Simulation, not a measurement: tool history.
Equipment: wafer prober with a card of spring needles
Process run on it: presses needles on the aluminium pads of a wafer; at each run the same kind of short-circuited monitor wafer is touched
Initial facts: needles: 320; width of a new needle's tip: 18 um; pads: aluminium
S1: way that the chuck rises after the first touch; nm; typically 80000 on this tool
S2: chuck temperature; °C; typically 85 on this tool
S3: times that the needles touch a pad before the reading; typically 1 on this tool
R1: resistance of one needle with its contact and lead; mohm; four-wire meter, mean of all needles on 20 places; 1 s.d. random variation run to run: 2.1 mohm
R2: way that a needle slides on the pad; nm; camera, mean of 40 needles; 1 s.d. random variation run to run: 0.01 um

run     day     S1   S2  S3   R1     R2
  1   0.000  80000   85   1  309  19080
      0.221  -- tips cleaned on abrasive film
      0.488  -- height of the first contact set anew
      0.888  -- tips cleaned on abrasive film
  2   0.900  80000   85   1  245  18980
      1.604  -- tips cleaned on abrasive film
  3   1.708  80000   85   2  251  18960
      2.271  -- tips cleaned on abrasive film
  4   2.708  80000   85   3  258  18960
      2.942  -- tips cleaned on abrasive film
  5   3.271  80000   85   3  256  18940
      3.592  -- height of the first contact set anew, once more
      3.596  -- tips cleaned on abrasive film
  6   3.812  80000   85   3  256  19260
      4.262  -- tips cleaned on abrasive film
  7   4.783  80000   85   1  307  19250
      4.950  -- tips cleaned on abrasive film
      5.567  -- tips cleaned on abrasive film
  8   5.762  80000   85   1  289  19220
      6.188  -- tips cleaned on abrasive film
  9   6.475  80000   85   1  298  19210
      6.892  -- tips cleaned on abrasive film
 10   7.279  80000   85   1  304  19190
      7.558  -- tips cleaned on abrasive film
      8.271  -- tips cleaned on abrasive film
 11   8.446  80000   85   1  281  19140
      8.904  -- tips cleaned on abrasive film
      9.517  -- tips cleaned on abrasive film
 12   9.517  80000   39   1  234  19120
 13  10.042  85000   38   1  289  20340
     10.142  -- tips cleaned on abrasive film
     10.758  -- tips cleaned on abrasive film
 14  10.938  90000   40   1  259  21490
     11.396  -- tips cleaned on abrasive film
 15  11.975  80000   27   2  269  19080
     12.054  -- tips cleaned on abrasive film
     12.729  -- tips cleaned on abrasive film
     12.850  -- height of the first contact set anew
 16  13.133  80000  121   1  309  19290
     13.412  -- tips cleaned on abrasive film
     14.033  -- tips cleaned on abrasive film
 17  14.058  80000   83   1  247  19260
     14.662  -- tips cleaned on abrasive film
 18  15.142  80000   83   1  309  19220
     15.321  -- tips cleaned on abrasive film
     16.033  -- tips cleaned on abrasive film
 19  16.433  94000   83   1  289  22550
     16.679  -- tips cleaned on abrasive film
 20  17.054  94000   30   3  235  22570
     17.346  -- tips cleaned on abrasive film
     18.054  -- tips cleaned on abrasive film
 21  18.146  94000   30   3  229  22540
     18.688  -- tips cleaned on abrasive film
 22  18.908  94000   30   3  237  22530
     19.362  -- tips cleaned on abrasive film
     20.021  -- tips cleaned on abrasive film
 23  20.212  73000   27   1  299  17390
     20.654  -- tips cleaned on abrasive film
     21.312  -- tips cleaned on abrasive film
 24  21.492  73000   27   1  283  17360

For some of the steps in R1 from one run to the next: how much would appear even if the tool had no hidden state, given the settings, what came in and random variation, and how much remains for the hidden state plus any gauge scatter that the measured result and the result without hidden state don't share?
The tool's hidden condition here consists of: debris on the tips, nm; way that the needles fall short of the set height, um; tips' diameter, um; drift of the gauge itself on contact_mohm, %; drift of the gauge itself on scrub_um, %.
Run 1 -> 2: tips cleaned on abrasive film, height of the first contact set anew, tips cleaned on abrasive film. R1 -64 mohm: hidden state -59, all else -5.
Run 12 -> 13: S1 80000 -> 85000, S2 39 -> 38. R1 +55 mohm: hidden state +63, all else -8.
Run 16 -> 17: S2 121 -> 83, tips cleaned on abrasive film, tips cleaned on abrasive film. R1 -62 mohm: hidden state -53, all else -9.
Run 17 -> 18: tips cleaned on abrasive film. R1 +62 mohm: hidden state +61, all else +1.

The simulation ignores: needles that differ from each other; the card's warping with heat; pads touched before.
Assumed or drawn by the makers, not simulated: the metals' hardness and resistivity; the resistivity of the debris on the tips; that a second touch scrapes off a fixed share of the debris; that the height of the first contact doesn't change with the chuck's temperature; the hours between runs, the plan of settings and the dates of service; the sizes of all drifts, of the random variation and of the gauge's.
